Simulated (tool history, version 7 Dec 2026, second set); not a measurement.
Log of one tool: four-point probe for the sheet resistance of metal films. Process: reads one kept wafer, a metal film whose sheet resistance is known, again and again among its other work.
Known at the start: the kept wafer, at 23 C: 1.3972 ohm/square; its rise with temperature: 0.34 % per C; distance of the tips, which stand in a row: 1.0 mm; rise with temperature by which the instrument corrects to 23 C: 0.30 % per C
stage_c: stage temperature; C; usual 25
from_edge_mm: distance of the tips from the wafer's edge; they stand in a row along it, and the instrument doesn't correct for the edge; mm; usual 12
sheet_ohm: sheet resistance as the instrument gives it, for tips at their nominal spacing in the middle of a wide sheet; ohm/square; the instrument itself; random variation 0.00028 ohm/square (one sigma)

run	hour	stage_c	from_edge_mm	sheet_ohm
1	0.0	25	12	1.403725
2	86.5	25	12	1.403637
3	162.1	25	12	1.403470
4	253.1	25	12	1.403250
5	308.7	25	12	1.403500
6	401.0	25	12	1.403883
7	507.0	25	12	1.403421
8	592.2	25	12	1.403704
9	666.9	25	9	1.407763
10	761.9	33	9	1.412194
11	857.4	25	12	1.403086
12	956.0	25	5	1.427907
13	1025.8	25	5	1.427584
14	1078.4	19	12	1.399107

The next listed run, before its measurement:
15	1176.8	25	20	?

sheet_ohm: 1.400006 ohm/square
Without the tool's hidden state the same run would have given sheet_ohm 1.400268 ohm/square.
